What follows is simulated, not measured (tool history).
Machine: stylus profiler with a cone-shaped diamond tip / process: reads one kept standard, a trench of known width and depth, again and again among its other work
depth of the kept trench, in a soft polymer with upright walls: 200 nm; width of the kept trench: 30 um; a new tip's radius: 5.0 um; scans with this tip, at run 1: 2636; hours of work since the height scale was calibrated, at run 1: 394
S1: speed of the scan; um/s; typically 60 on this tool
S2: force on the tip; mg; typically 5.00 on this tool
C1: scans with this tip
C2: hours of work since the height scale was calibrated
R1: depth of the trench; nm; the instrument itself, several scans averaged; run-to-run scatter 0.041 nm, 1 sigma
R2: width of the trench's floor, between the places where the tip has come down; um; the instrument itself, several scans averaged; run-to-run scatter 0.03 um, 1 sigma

Run 1, day 0.000: usual settings; C1 2636; C2 394. Result: R1 204.00 nm, R2 26.17 um.
Run 2, day 1.175: usual settings but S1 200 um/s; C1 2724; C2 407. Result: R1 203.95 nm, R2 25.54 um.
Run 3, day 2.108: usual settings but S1 200 um/s; C1 2794; C2 418. Result: R1 203.92 nm, R2 25.57 um.
Run 4, day 3.675: usual settings but S1 200 um/s; C1 2911; C2 435. Result: R1 204.04 nm, R2 25.53 um.
Run 5, day 5.088: usual settings but S1 200 um/s; C1 3017; C2 451. Result: R1 203.92 nm, R2 25.44 um.
Run 6, day 6.146: usual settings but S1 200 um/s; C1 3096; C2 463. Result: R1 204.03 nm, R2 25.42 um.
Run 7, day 7.375: usual settings but S1 200 um/s; C1 3188; C2 477. Result: R1 203.93 nm, R2 25.44 um.
Run 8, day 9.179: usual settings but S1 200 um/s; C1 3323; C2 497. Result: R1 204.03 nm, R2 25.47 um.
Run 9, day 10.729: usual settings but S1 200 um/s, S2 7.03 mg; C1 3439; C2 514. Result: R1 204.95 nm, R2 25.55 um.
Run 10, day 12.421: usual settings but S1 200 um/s, S2 7.03 mg; C1 3566; C2 533. Result: R1 204.93 nm, R2 25.47 um.
Run 11, day 13.450: usual settings but S1 200 um/s, S2 7.03 mg; C1 3643; C2 545. Result: R1 204.96 nm, R2 25.49 um.
Run 12, day 15.221: usual settings but S1 200 um/s, S2 7.03 mg; C1 3776; C2 565. Result: R1 204.95 nm, R2 25.45 um.
Run 13, day 16.862: usual settings; C1 3899; C2 583. Result: R1 204.00 nm, R2 25.89 um.
Run 14, day 17.888: usual settings; C1 3976; C2 595. Result: R1 204.07 nm, R2 25.97 um.
Run 15, day 19.038: usual settings; C1 4062; C2 608. Result: R1 204.07 nm, R2 25.86 um.
Run 16, day 20.354: usual settings; C1 4160; C2 622. Result: R1 204.08 nm, R2 25.90 um.
Run 17, day 21.804: usual settings; C1 4269; C2 639. Result: R1 204.19 nm, R2 25.85 um.
Run 18, day 23.321: usual settings; C1 4383; C2 656. Result: R1 204.12 nm, R2 25.85 um.
Run 19, day 24.404: usual settings; C1 4464; C2 668. Result: R1 204.14 nm, R2 25.83 um.
Run 20, day 25.750: usual settings; C1 4565; C2 683. Result: R1 204.09 nm, R2 25.78 um.
Run 21, day 27.521: usual settings; C1 4697; C2 703. Result: R1 204.15 nm, R2 25.78 um.
Run 22, day 28.954: usual settings; C1 4804; C2 719. Result: R1 204.12 nm, R2 25.74 um.
Run 23, day 29.842: usual settings but S2 3.43 mg; C1 4871; C2 729. Result: R1 203.30 nm, R2 25.68 um.
Run 24, day 30.654: usual settings but S2 3.43 mg; C1 4932; C2 738. Result: R1 203.40 nm, R2 25.64 um.
Run 25, day 32.592: usual settings but S1 25 um/s, S2 3.55 mg; C1 5077; C2 759. Result: R1 203.43 nm, R2 25.83 um.
Run 26, day 34.550: usual settings but S1 28 um/s, S2 2.02 mg; C1 5224; C2 781. Result: R1 202.55 nm, R2 25.69 um.
Run 27, day 35.938: usual settings but S1 28 um/s, S2 2.02 mg; C1 5328; C2 797. Result: R1 202.53 nm, R2 25.73 um.
Run 28, day 36.771: usual settings but S1 113 um/s, S2 10.16 mg; C1 5390; C2 806. Result: R1 206.43 nm, R2 25.58 um.
Run 29, day 38.158: usual settings but S2 2.98 mg; C1 5494; C2 822. Result: R1 203.17 nm, R2 25.49 um.
Run 30, day 39.054: usual settings but S2 2.98 mg; C1 5561; C2 832. Result: R1 203.15 nm, R2 25.52 um.
Run 31, day 40.129: usual settings but S1 198 um/s, S2 1.80 mg; C1 5641; C2 844. Result: R1 202.39 nm, R2 24.33 um.
Run 32, day 41.038: usual settings but S1 89 um/s, S2 8.29 mg; C1 5710; C2 854. Result: R1 205.68 nm, R2 25.60 um.
Run 33, day 42.567: usual settings but S1 89 um/s, S2 8.29 mg; C1 5824; C2 871. Result: R1 205.68 nm, R2 25.50 um.
Run 34, day 44.100: usual settings but S1 177 um/s, S2 5.08 mg; C1 5939; C2 888. Result: R1 204.22 nm, R2 24.99 um.
Run 35, day 45.571: usual settings but S1 39 um/s, S2 2.07 mg; C1 6049; C2 905. Result: R1 202.65 nm, R2 25.49 um.
Run 36, day 47.233: usual settings but S2 5.42 mg; C1 6174; C2 923. Result: R1 204.51 nm, R2 25.53 um.
Run 37, day 49.112: usual settings but S1 30 um/s, S2 5.42 mg; C1 6314; C2 944. Result: R1 204.60 nm, R2 25.63 um.
Run 38, day 51.088: usual settings but S1 100 um/s; C1 6462; C2 967. Result: R1 204.28 nm, R2 25.28 um.
Run 39, day 52.679: usual settings but S1 66 um/s, S2 12.39 mg; C1 6581; C2 984. Result: R1 207.39 nm, R2 25.50 um.
Run 40, day 54.246: usual settings but S1 151 um/s, S2 2.59 mg; C1 6699; C2 1002. Result: R1 202.95 nm, R2 24.67 um.
Run 41, day 56.162: usual settings but S1 74 um/s, S2 4.32 mg; C1 6842; C2 1023. Result: R1 204.03 nm, R2 25.27 um.
Run 42, day 57.683: usual settings; C1 6956; C2 1041. Result: R1 204.40 nm, R2 25.35 um.
Run 43, day 59.112: usual settings but S1 99 um/s; C1 7063; C2 1057. Result: R1 204.39 nm, R2 25.15 um.
Run 44, day 60.962: usual settings but S1 48 um/s, S2 12.20 mg; C1 7202; C2 1077. Result: R1 207.44 nm, R2 25.38 um.
Run 45, day 62.300: usual settings but S1 35 um/s, S2 3.89 mg; C1 7302; C2 1092. Result: R1 203.85 nm, R2 25.37 um.
Run 46, day 63.329: usual settings but S1 35 um/s, S2 3.89 mg; C1 7379; C2 1104. Result: R1 203.81 nm, R2 25.36 um.

Forecast each of these 4 alternatives for the next run:
At day 65.025: height scale calibrated on a step standard.
Run A, day 65.258: usual settings but S1 16 um/s, S2 13.79 mg; C1 7522; C2 3. Result: R1 ?, R2 ?.
At day 65.025: height scale calibrated on a step standard.
Run B, day 65.258: usual settings but S1 28 um/s, S2 2.29 mg; C1 7522; C2 3. Result: R1 ?, R2 ?.
At day 65.025: height scale calibrated on a step standard.
Run C, day 65.258: usual settings but S1 41 um/s, S2 6.33 mg; C1 7522; C2 3. Result: R1 ?, R2 ?.
At day 65.025: height scale calibrated on a step standard.
Run D, day 65.258: usual settings but S1 28 um/s, S2 10.97 mg; C1 7522; C2 3. Result: R1 ?, R2 ?.

run      R1     R2
  A  207.15  25.45
  B  202.08  25.33
  C  204.16  25.38
  D  206.13  25.46
What these runs would have given with no unlogged condition in the tool:
run      R1     R2
  A  207.22  27.13
  B  202.14  27.02
  C  204.23  27.06
  D  206.19  27.15
